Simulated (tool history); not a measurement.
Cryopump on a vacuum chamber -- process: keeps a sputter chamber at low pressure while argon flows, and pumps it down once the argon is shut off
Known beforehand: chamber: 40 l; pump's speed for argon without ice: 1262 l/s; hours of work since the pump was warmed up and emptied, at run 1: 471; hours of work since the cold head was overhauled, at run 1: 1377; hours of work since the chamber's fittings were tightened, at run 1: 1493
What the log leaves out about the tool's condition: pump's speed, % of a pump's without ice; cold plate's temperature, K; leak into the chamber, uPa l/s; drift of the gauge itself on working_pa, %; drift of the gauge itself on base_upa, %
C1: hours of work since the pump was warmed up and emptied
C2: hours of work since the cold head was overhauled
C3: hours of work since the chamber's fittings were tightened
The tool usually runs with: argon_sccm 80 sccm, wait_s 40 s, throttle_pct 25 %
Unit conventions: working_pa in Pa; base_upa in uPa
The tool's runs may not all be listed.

Run 1, day 0: usual settings; C1 471; C2 1377; C3 1493. Result: working_pa 0.4402 Pa, base_upa 3.15 uPa.
At day 0.267: leaking fittings of the chamber tightened, without venting.
Run 2, day 1.667: usual settings; C1 503; C2 1409; C3 28. Result: working_pa 0.4396 Pa, base_upa 2.18 uPa.
Run 3, day 2.617: usual settings; C1 522; C2 1428; C3 48. Result: working_pa 0.4412 Pa, base_upa 2.17 uPa.
Run 4, day 3.475: usual settings; C1 539; C2 1446; C3 65. Result: working_pa 0.442 Pa, base_upa 2.25 uPa.
Run 5, day 5.183: usual settings; C1 574; C2 1480; C3 100. Result: working_pa 0.4404 Pa, base_upa 2.2 uPa.
Run 6, day 6.662: usual settings; C1 604; C2 1510; C3 130. Result: working_pa 0.4426 Pa, base_upa 2.3 uPa.
Run 7, day 8.008: usual settings; C1 631; C2 1538; C3 157. Result: working_pa 0.4413 Pa, base_upa 2.33 uPa.
Run 8, day 8.946: usual settings; C1 650; C2 1557; C3 176. Result: working_pa 0.4413 Pa, base_upa 2.36 uPa.
Run 9, day 9.796: usual settings; C1 668; C2 1574; C3 193. Result: working_pa 0.444 Pa, base_upa 2.28 uPa.
Run 10, day 10.912: usual settings; C1 690; C2 1596; C3 216. Result: working_pa 0.4436 Pa, base_upa 2.35 uPa.
Run 11, day 12.112: usual settings; C1 714; C2 1621; C3 240. Result: working_pa 0.4472 Pa, base_upa 2.35 uPa.
Run 12, day 14.054: usual settings but throttle_pct 28 %; C1 754; C2 1660; C3 279. Result: working_pa 0.3977 Pa, base_upa 2.36 uPa.
Run 13, day 14.979: usual settings but throttle_pct 28 %; C1 772; C2 1679; C3 298. Result: working_pa 0.4004 Pa, base_upa 2.42 uPa.
Run 14, day 16.512: usual settings but throttle_pct 28 %; C1 803; C2 1710; C3 329. Result: working_pa 0.3992 Pa, base_upa 2.36 uPa.
Run 15, day 17.579: usual settings but throttle_pct 28 %; C1 825; C2 1731; C3 351. Result: working_pa 0.4032 Pa, base_upa 2.4 uPa.
Run 16, day 18.658: usual settings; C1 847; C2 1753; C3 372. Result: working_pa 0.4483 Pa, base_upa 2.44 uPa.
Run 17, day 20.562: usual settings; C1 886; C2 1792; C3 411. Result: working_pa 0.4465 Pa, base_upa 2.44 uPa.
At day 21.012: pump warmed up, emptied and cooled again.
Run 18, day 21.621: usual settings; C1 12; C2 1809; C3 428. Result: working_pa 0.4292 Pa, base_upa 2.4 uPa.
Run 19, day 23.129: usual settings but argon_sccm 46 sccm, wait_s 76 s, throttle_pct 44 %; C1 43; C2 1840; C3 459. Result: working_pa 0.1419 Pa, base_upa 1.53 uPa.
Run 20, day 25.017: usual settings but argon_sccm 117 sccm, wait_s 76 s, throttle_pct 38 %; C1 81; C2 1878; C3 497. Result: working_pa 0.4158 Pa, base_upa 1.58 uPa.
Run 21, day 26.379: usual settings but argon_sccm 117 sccm, wait_s 76 s, throttle_pct 38 %; C1 109; C2 1905; C3 525. Result: working_pa 0.4182 Pa, base_upa 1.64 uPa.
Run 22, day 28.112: usual settings but argon_sccm 117 sccm, wait_s 76 s, throttle_pct 38 %; C1 144; C2 1940; C3 560. Result: working_pa 0.42 Pa, base_upa 1.61 uPa.
Run 23, day 29.071: usual settings but argon_sccm 117 sccm, wait_s 76 s, throttle_pct 38 %; C1 163; C2 1960; C3 579. Result: working_pa 0.424 Pa, base_upa 1.62 uPa.
Run 24, day 31.071: usual settings but wait_s 54 s; C1 204; C2 2000; C3 620. Result: working_pa 0.4356 Pa, base_upa 2.04 uPa.
Run 25, day 32.733: usual settings but wait_s 54 s; C1 237; C2 2034; C3 653. Result: working_pa 0.4358 Pa, base_upa 2.12 uPa.
Run 26, day 34.746: usual settings but throttle_pct 18 %; C1 278; C2 2075; C3 694. Result: working_pa 0.6039 Pa, base_upa 2.61 uPa.
Run 27, day 36.592: usual settings but wait_s 26 s, throttle_pct 22 %; C1 315; C2 2112; C3 731. Result: working_pa 0.4956 Pa, base_upa 3.56 uPa.
Run 28, day 37.975: usual settings but wait_s 26 s, throttle_pct 22 %; C1 343; C2 2140; C3 759. Result: working_pa 0.495 Pa, base_upa 3.71 uPa.
Run 29, day 39.579: usual settings but argon_sccm 55 sccm, wait_s 223 s, throttle_pct 26 %; C1 376; C2 2173; C3 792. Result: working_pa 0.2917 Pa, base_upa 1.11 uPa.
Run 30, day 41.275: usual settings but argon_sccm 64 sccm, wait_s 52 s, throttle_pct 16 %; C1 410; C2 2207; C3 826. Result: working_pa 0.5434 Pa, base_upa 2.37 uPa.
Run 31, day 42.975: usual settings but argon_sccm 58 sccm, wait_s 23 s, throttle_pct 37 %; C1 445; C2 2241; C3 861. Result: working_pa 0.217 Pa, base_upa 4.2 uPa.
Run 32, day 44.608: usual settings but argon_sccm 135 sccm, wait_s 35 s, throttle_pct 44 %; C1 478; C2 2275; C3 894. Result: working_pa 0.4293 Pa, base_upa 3.11 uPa.
Run 33, day 46.429: usual settings but argon_sccm 135 sccm, wait_s 35 s, throttle_pct 44 %; C1 515; C2 2311; C3 931. Result: working_pa 0.4305 Pa, base_upa 3.05 uPa.

Below, some changes in working_pa between adjacent runs. For each, the amount present without the hidden state too (settings, incoming material, random variation) and the amount remaining for the hidden state with gauge scatter not shared by both compared results:
Run 17 -> 18: pump warmed up, emptied and cooled again. working_pa -0.0173 Pa: hidden state -0.0168, all else -0.0005.
Run 18 -> 19: argon_sccm 80 -> 46, wait_s 40 -> 76, throttle_pct 25 -> 44. working_pa -0.2873 Pa: hidden state -0.0009, all else -0.2864.
Run 19 -> 20: argon_sccm 46 -> 117, throttle_pct 44 -> 38. working_pa +0.2739 Pa: hidden state +0.0042, all else +0.2697.
Run 30 -> 31: argon_sccm 64 -> 58, wait_s 52 -> 23, throttle_pct 16 -> 37. working_pa -0.3264 Pa: hidden state -0.0003, all else -0.3261.
Run 31 -> 32: argon_sccm 58 -> 135, wait_s 23 -> 35, throttle_pct 37 -> 44. working_pa +0.2123 Pa: hidden state +0.0116, all else +0.2007.
